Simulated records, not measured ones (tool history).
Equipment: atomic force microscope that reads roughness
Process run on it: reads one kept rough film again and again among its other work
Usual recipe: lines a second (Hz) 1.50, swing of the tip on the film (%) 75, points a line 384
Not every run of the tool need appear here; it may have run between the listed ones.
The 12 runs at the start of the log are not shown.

run   hour  lines a second (Hz)  swing of the tip on the film (%)  points a line  roughness of the kept film (nm (root mean square))
 13  117.4                 1.50                                71            384                                               3.649
 14  126.2                 1.50                                75            324                                               3.544
 15  135.2                 1.50                                75            324                                               3.508
 16  146.6                 1.31                                75            324                                               3.470
 17  156.5                 1.31                                75            324                                               3.433
 18  163.8                 1.31                                75            324                                               3.400
 19  178.7                 1.50                                75            256                                               3.264
 20  189.1                 1.50                                62            384                                               3.360
 21  200.2                 1.50                                62            384                                               3.314
 22  210.5                 1.50                                62            384                                               3.258
 23  226.4                 2.82                                75            384                                               2.910
     230.6  -- new tip fitted
 24  238.6                 2.82                                75            384                                               3.898
 25  252.1                 2.82                                75            384                                               3.775
 26  265.7                 1.50                                75            384                                               3.919
 27  273.4                 1.50                                75            384                                               3.862
 28  282.5                 1.50                                75            384                                               3.795
 29  296.6                 1.30                                61            687                                               3.881
 30  306.5                 1.30                                61            687                                               3.837

Run 31 comes next. What will it give?
 31  313.4                 1.30                                83            348                                                   ?

For run 31 the tool returned roughness of the kept film (nm (root mean square)) 3.524.
Were there no unlogged condition in the tool, this run, its random variation unchanged, would have produced roughness of the kept film (nm (root mean square)) 4.082.
